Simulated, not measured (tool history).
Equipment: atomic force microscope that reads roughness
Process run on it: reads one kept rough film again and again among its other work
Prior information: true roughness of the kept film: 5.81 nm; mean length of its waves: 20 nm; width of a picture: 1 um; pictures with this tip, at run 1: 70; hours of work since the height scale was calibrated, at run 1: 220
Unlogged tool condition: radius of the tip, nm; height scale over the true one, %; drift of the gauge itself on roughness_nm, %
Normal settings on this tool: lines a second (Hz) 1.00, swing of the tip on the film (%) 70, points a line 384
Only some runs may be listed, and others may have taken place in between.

run   hour  lines a second (Hz)  swing of the tip on the film (%)  points a line  pictures with this tip  hours of work since the height scale was calibrated  roughness of the kept film (nm (root mean square))
  1    0.0                 1.00                                70            384                      70                                                  220                                               2.822
  2   11.0                 1.00                                59            384                      89                                                  228                                               2.749
  3   20.0                 1.00                                59            384                     105                                                  234                                               2.651
  4   28.1                 1.00                                59            384                     119                                                  239                                               2.538
  5   37.2                 1.00                                70            384                     135                                                  245                                               2.379
  6   49.9                 3.70                                70            384                     157                                                  254                                               1.934
  7   55.3                 3.70                                70            384                     166                                                  258                                               1.879
      57.1  -- height scale calibrated on a step standard
  8   65.2                 0.59                                70            709                     182                                                    5                                               2.185
  9   72.8                 0.83                                72            536                     195                                                   11                                               2.064
 10   85.0                 1.00                                86            784                     216                                                   19                                               1.849
 11   92.3                 1.00                                86            784                     229                                                   24                                               1.789
 12  100.3                 1.00                                57            384                     243                                                   29                                               1.911
     108.3  -- new tip fitted
 13  109.6                 2.19                                57            384                       2                                                   35                                               3.774
 14  121.7                 1.70                                86            443                      23                                                   43                                               2.952

Here are 4 independent what-if runs from the current tool condition. What would each one return?
     130.2  -- height scale calibrated on a step standard, once more
  A  132.4                 1.33                                86            443                      40                                                    2                                                   ?
     130.2  -- height scale calibrated on a step standard, once more
  B  132.4                 1.70                                74            443                      40                                                    2                                                   ?
     130.2  -- height scale calibrated on a step standard, once more
  C  132.4                 1.13                                86            443                      40                                                    2                                                   ?
     130.2  -- height scale calibrated on a step standard, once more
  D  132.4                 1.00                                59            554                      40                                                    2                                                   ?

run  roughness of the kept film (nm (root mean square))
  A                                               2.903
  B                                               3.047
  C                                               2.982
  D                                               3.374
Without the tool's unlogged condition, the same runs would have read:
run  roughness of the kept film (nm (root mean square))
  A                                               3.427
  B                                               3.598
  C                                               3.521
  D                                               3.983

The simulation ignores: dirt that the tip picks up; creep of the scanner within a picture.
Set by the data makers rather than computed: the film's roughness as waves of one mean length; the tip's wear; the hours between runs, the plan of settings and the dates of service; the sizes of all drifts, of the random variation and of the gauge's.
